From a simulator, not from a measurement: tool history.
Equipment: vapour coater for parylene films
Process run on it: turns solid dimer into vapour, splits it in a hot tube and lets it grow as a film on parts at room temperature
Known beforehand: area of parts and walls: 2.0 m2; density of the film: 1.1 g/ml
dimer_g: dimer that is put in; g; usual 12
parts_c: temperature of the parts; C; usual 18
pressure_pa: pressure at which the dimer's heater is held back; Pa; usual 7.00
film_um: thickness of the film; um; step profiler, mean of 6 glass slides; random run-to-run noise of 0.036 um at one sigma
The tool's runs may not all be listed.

run	hour	dimer_g	parts_c	pressure_pa	film_um
1	0.0	12	18	7.00	3.74
2	22.0	12	18	7.00	3.76
3	33.9	14	18	7.00	4.24
4	60.0	14	18	7.00	4.37
5	73.4	14	18	7.00	4.36
6	96.2	14	18	7.00	4.28
7	118.3	14	18	7.00	4.26
8	137.1	12	18	7.00	3.65
9	155.4	12	18	7.00	3.65
10	180.7	19	18	7.00	5.70
11	196.7	19	18	7.00	5.76
12	222.0	12	18	7.00	3.53
13	244.3	12	18	7.00	3.63
14	261.7	12	11	7.00	4.73
15	285.9	7	12	3.31	3.01
16	301.5	7	19	3.55	2.26
17	319.2	7	19	3.55	2.26
18	337.5	11	18	7.00	3.21
19	353.1	10	18	7.19	2.84
20	377.3	6	26	2.29	1.52
21	398.4	12	18	9.12	3.25
22	422.6	12	18	9.12	3.34
23	438.3	16	18	7.69	4.52

Below, each run's measurement less what the same run would have read without the hidden state. Both values contain the same run-to-run variation, but the gauge's scatter may not be the same in both:
The hidden state here: vapour lost through the trap's worn valve, %; true temperature of the parts over the reading, C; drift of the gauge itself on film_um, %.
run	film_um
1	-0.03
2	-0.04
3	-0.06
4	-0.08
5	-0.10
6	-0.12
7	-0.14
8	-0.12
9	-0.14
10	-0.24
11	-0.26
12	-0.18
13	-0.20
14	-0.29
15	-0.15
16	-0.16
17	-0.16
18	-0.25
19	-0.23
20	-0.13
21	-0.29
22	-0.32
23	-0.44

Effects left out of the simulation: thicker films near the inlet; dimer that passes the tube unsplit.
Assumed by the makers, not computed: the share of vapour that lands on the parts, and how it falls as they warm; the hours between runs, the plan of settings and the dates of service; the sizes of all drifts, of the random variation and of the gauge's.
